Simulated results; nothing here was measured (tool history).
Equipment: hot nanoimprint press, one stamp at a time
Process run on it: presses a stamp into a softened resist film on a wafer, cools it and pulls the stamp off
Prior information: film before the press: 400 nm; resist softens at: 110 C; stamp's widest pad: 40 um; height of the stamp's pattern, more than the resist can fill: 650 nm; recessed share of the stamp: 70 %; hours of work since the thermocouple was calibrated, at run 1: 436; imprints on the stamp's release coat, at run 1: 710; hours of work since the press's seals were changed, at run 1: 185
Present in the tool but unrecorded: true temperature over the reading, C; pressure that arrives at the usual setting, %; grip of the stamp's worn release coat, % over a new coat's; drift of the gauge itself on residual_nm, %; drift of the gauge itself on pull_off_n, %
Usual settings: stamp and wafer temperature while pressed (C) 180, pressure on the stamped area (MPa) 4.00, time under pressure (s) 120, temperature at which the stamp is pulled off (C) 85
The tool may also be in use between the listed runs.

run     day  stamp and wafer temperature while pressed (C)  pressure on the stamped area (MPa)  time under pressure (s)  temperature at which the stamp is pulled off (C)  hours of work since the thermocouple was calibrated  imprints on the stamp's release coat  hours of work since the press's seals were changed  resist left under the stamp's widest pad (angstrom)  greatest force while the stamp is pulled off (N)
  1   0.000                                            180                                4.00                      120                                                85                                                  436                                   710                                                 185                                                 1761                                               131
      2.246  -- stamp cleaned and given a new release coat
  2   2.871                                            180                                4.00                      120                                                85                                                  481                                    67                                                 230                                                 1798                                               110
  3   5.042                                            185                                4.00                      120                                                85                                                  519                                   301                                                 267                                                 1516                                               122
      5.733  -- plate thermocouple calibrated
  4   8.442                                            180                                4.00                      120                                                85                                                   46                                   653                                                 323                                                 1688                                               123
     11.212  -- stamp cleaned and given a new release coat
  5  11.538                                            180                                5.83                      120                                                85                                                   95                                    35                                                 372                                                 1399                                               111
  6  13.829                                            180                                4.00                      127                                                85                                                  134                                   281                                                 411                                                 1662                                               118
  7  16.038                                            180                                4.00                      120                                                85                                                  172                                   519                                                 449                                                 1725                                               127
  8  18.100                                            180                                4.00                      120                                                85                                                  208                                   741                                                 485                                                 1719                                               130
     20.138  -- stamp cleaned and given a new release coat
  9  21.104                                            180                                4.00                       60                                                85                                                  255                                   104                                                 532                                                 2200                                               116
 10  24.029                                            180                                4.00                       60                                                85                                                  305                                   418                                                 582                                                 2187                                               121
 11  27.846                                            180                                4.00                       60                                                85                                                  370                                   828                                                 647                                                 2214                                               136
     29.029  -- stamp cleaned and given a new release coat
 12  31.508                                            180                                4.00                       60                                                85                                                  429                                   266                                                 706                                                 2248                                               122
 13  33.200                                            180                                4.00                      120                                                85                                                  458                                   448                                                 735                                                 1796                                               125
 14  34.883                                            180                                4.00                      120                                                85                                                  487                                   629                                                 764                                                 1799                                               129
 15  36.808                                            180                                4.00                      120                                                85                                                  520                                   836                                                 796                                                 1811                                               134
     37.429  -- plate thermocouple calibrated
     38.008  -- stamp cleaned and given a new release coat
 16  39.033                                            180                                4.00                      120                                                85                                                   23                                   111                                                 828                                                 1712                                               109
 17  41.500                                            187                                5.51                      120                                                85                                                   65                                   375                                                 870                                                 1158                                               121
 18  43.158                                            182                                4.98                      120                                                85                                                   94                                   554                                                 899                                                 1468                                               130
     46.742  -- stamp cleaned and given a new release coat
 19  46.742                                            191                                4.00                      120                                                91                                                  151                                     0                                                 956                                                 1209                                               108
 20  49.408                                            177                                6.31                       85                                                89                                                  197                                   286                                                1002                                                 1793                                               115
 21  51.425                                            187                                4.00                      120                                                85                                                  231                                   503                                                1036                                                 1390                                               126
 22  54.575                                            180                                4.00                      206                                                84                                                  285                                   842                                                1090                                                 1456                                               138
     55.425  -- stamp cleaned and given a new release coat
 23  56.617                                            180                                4.00                      206                                                84                                                  316                                   128                                                1121                                                 1463                                               114
 24  59.254                                            180                                4.00                      120                                                88                                                  361                                   411                                                1166                                                 1820                                               114
     60.317  -- press's hydraulic seals changed and the load cell set to zero
 25  61.729                                            180                                3.54                      120                                                85                                                  398                                   641                                                  24                                                 1908                                               129
 26  64.025                                            180                                3.54                      120                                                85                                                  437                                   888                                                  64                                                 1918                                               135
     64.488  -- stamp cleaned and given a new release coat
 27  66.162                                            182                                2.55                       95                                                80                                                  470                                   180                                                  96                                                 2258                                               119
 28  67.988                                            174                                2.93                      120                                                88                                                  501                                   376                                                 127                                                 2573                                               114
     69.762  -- plate thermocouple calibrated
 29  70.533                                            174                                2.93                      120                                                88                                                   13                                   636                                                 169                                                 2385                                               125
     73.308  -- stamp cleaned and given a new release coat
 30  74.179                                            174                                2.93                      120                                                88                                                   71                                    93                                                 227                                                 2389                                               108

A few steps of resist left under the stamp's widest pad (angstrom) between consecutive runs. Split each: what settings, incoming material and random variation would produce without the hidden state, and what is left over for the hidden state, along with gauge scatter present in only one of the two compared results (measured, and without hidden state):
Run 3 -> 4: stamp and wafer temperature while pressed (C) 185 -> 180, plate thermocouple calibrated. resist left under the stamp's widest pad (angstrom) +172: hidden state -94, all else +266.
Run 8 -> 9: time under pressure (s) 120 -> 60, stamp cleaned and given a new release coat. resist left under the stamp's widest pad (angstrom) +481: hidden state +22, all else +459.
Run 15 -> 16: plate thermocouple calibrated, stamp cleaned and given a new release coat. resist left under the stamp's widest pad (angstrom) -99: hidden state -94, all else -5.
Run 16 -> 17: stamp and wafer temperature while pressed (C) 180 -> 187, pressure on the stamped area (MPa) 4.00 -> 5.51. resist left under the stamp's widest pad (angstrom) -554: hidden state +1, all else -555.
Run 19 -> 20: stamp and wafer temperature while pressed (C) 191 -> 177, pressure on the stamped area (MPa) 4.00 -> 6.31, time under pressure (s) 120 -> 85, temperature at which the stamp is pulled off (C) 91 -> 89. resist left under the stamp's widest pad (angstrom) +584: hidden state +64, all else +520.
Run 28 -> 29: plate thermocouple calibrated. resist left under the stamp's widest pad (angstrom) -188: hidden state -171, all else -17.

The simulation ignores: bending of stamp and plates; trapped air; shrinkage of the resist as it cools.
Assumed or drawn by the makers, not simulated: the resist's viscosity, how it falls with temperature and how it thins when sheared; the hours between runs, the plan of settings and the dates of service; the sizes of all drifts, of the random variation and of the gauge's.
